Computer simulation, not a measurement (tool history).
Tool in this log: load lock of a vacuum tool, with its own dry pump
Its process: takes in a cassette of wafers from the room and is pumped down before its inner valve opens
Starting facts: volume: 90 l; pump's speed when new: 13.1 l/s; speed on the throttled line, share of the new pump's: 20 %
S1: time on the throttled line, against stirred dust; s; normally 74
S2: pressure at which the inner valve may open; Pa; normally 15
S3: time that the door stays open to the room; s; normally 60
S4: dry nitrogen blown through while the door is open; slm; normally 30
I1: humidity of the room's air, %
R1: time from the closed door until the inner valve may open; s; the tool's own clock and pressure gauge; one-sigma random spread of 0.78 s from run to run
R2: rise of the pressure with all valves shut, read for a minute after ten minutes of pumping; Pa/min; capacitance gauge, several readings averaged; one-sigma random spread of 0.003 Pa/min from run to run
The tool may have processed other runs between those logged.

run 1 hour=0 | S1=74 S2=15 S3=60 S4=30 | I1=45.3 | R1=122.8 R2=0.091
run 2 hour=518.2 | S1=59 S2=15 S3=60 S4=30 | I1=43.3 | R1=111.2 R2=0.104
run 3 hour=789.1 | S1=74 S2=15 S3=60 S4=30 | I1=44.6 | R1=122.7 R2=0.111
run 4 hour=1058.8 | S1=74 S2=15 S3=60 S4=30 | I1=43.6 | R1=122.5 R2=0.113
run 5 hour=1620.5 | S1=74 S2=15 S3=60 S4=30 | I1=44.4 | R1=124.2 R2=0.129
run 6 hour=2107.8 | S1=74 S2=15 S3=60 S4=30 | I1=46.4 | R1=123.8 R2=0.156
run 7 hour=2540.4 | S1=62 S2=15 S3=60 S4=30 | I1=44.8 | R1=115.1 R2=0.165
run 8 hour=2947.4 | S1=62 S2=15 S3=213 S4=30 | I1=45.7 | R1=116.4 R2=0.214
-- hour=3483.3 door's seal changed, seat wiped
run 9 hour=3484.7 | S1=62 S2=15 S3=213 S4=30 | I1=43.5 | R1=115.5 R2=0.053
run 10 hour=4034.2 | S1=62 S2=15 S3=213 S4=30 | I1=46.3 | R1=118.8 R2=0.063
run 11 hour=4282.4 | S1=74 S2=15 S3=60 S4=30 | I1=43.5 | R1=127.2 R2=0.024
run 12 hour=4551.7 | S1=74 S2=15 S3=60 S4=30 | I1=43.8 | R1=128 R2=0.028
run 13 hour=4938.5 | S1=74 S2=15 S3=60 S4=30 | I1=44.4 | R1=127.2 R2=0.035
run 14 hour=5259.3 | S1=74 S2=15 S3=60 S4=30 | I1=45.1 | R1=128.6 R2=0.039
run 15 hour=5764.8 | S1=74 S2=15 S3=36 S4=30 | I1=45.3 | R1=127.3 R2=0.037
run 16 hour=6146.1 | S1=74 S2=15 S3=36 S4=30 | I1=43.6 | R1=128 R2=0.036
run 17 hour=6517.1 | S1=74 S2=15 S3=36 S4=30 | I1=45.1 | R1=129.4 R2=0.052
run 18 hour=6879.9 | S1=74 S2=15 S3=36 S4=30 | I1=45.8 | R1=129.6 R2=0.056
run 19 hour=7382.1 | S1=90 S2=15 S3=60 S4=19 | I1=43.6 | R1=141.3 R2=0.078
run 20 hour=7873.5 | S1=90 S2=15 S3=60 S4=19 | I1=47.1 | R1=141.2 R2=0.089
run 21 hour=8209.9 | S1=74 S2=30 S3=60 S4=7 | I1=42.9 | R1=124 R2=0.097
run 22 hour=8770.2 | S1=74 S2=30 S3=60 S4=7 | I1=45.9 | R1=126.3 R2=0.113
run 23 hour=9015 | S1=51 S2=22 S3=60 S4=7 | I1=39.7 | R1=112.2 R2=0.119
run 24 hour=9343.4 | S1=51 S2=22 S3=47 S4=7 | I1=45.3 | R1=112 R2=0.125
run 25 hour=9934.6 | S1=43 S2=15 S3=26 S4=4 | I1=47.3 | R1=109.4 R2=0.132
run 26 hour=10230.1 | S1=73 S2=10 S3=118 S4=9 | I1=44.3 | R1=134.8 R2=0.179
run 27 hour=10497.3 | S1=67 S2=15 S3=103 S4=8 | I1=44.2 | R1=127.9 R2=0.182
run 28 hour=10949.7 | S1=72 S2=11 S3=225 S4=13 | I1=45.2 | R1=135.2 R2=0.229
run 29 hour=11367.9 | S1=74 S2=26 S3=60 S4=9 | I1=45.9 | R1=129.1 R2=0.185
-- hour=11744.4 door's seal changed, seat wiped
run 30 hour=11770.6 | S1=74 S2=11 S3=60 S4=9 | I1=44.2 | R1=137.5 R2=0.037
run 31 hour=12262.4 | S1=74 S2=29 S3=60 S4=30 | I1=41.8 | R1=129 R2=0.02
run 32 hour=12666.1 | S1=74 S2=29 S3=60 S4=30 | I1=44.1 | R1=128.4 R2=0.028
run 33 hour=13233.1 | S1=74 S2=22 S3=60 S4=11 | I1=47.4 | R1=133 R2=0.045
run 34 hour=13532.6 | S1=74 S2=22 S3=60 S4=11 | I1=47.4 | R1=133.4 R2=0.051
run 35 hour=13913.5 | S1=74 S2=22 S3=60 S4=11 | I1=45.5 | R1=135.1 R2=0.053
-- hour=14177.2 dry pump taken out, an overhauled one fitted
run 36 hour=14284.1 | S1=74 S2=22 S3=60 S4=11 | I1=44.8 | R1=116 R2=0.06

Each row is a separate what-if for the run after 36, all from the same tool condition, not one after another. Results?
run A hour=14824.7 | S1=74 S2=15 S3=29 S4=30 | I1=46.5 | R1=? R2=?
run B hour=14824.7 | S1=120 S2=15 S3=60 S4=30 | I1=47.1 | R1=? R2=?
run C hour=14824.7 | S1=74 S2=22 S3=142 S4=11 | I1=45 | R1=? R2=?
run D hour=14824.7 | S1=118 S2=15 S3=60 S4=8 | I1=48.7 | R1=? R2=?

run=A R1=118.8 R2=0.05
run=B R1=157.3 R2=0.055
run=C R1=116.7 R2=0.097
run=D R1=153.4 R2=0.071
With the hidden condition removed and each run's random variation left untouched, the same runs would have given:
run=A R1=119 R2=0.015
run=B R1=157.5 R2=0.02
run=C R1=116.9 R2=0.063
run=D R1=153.6 R2=0.036
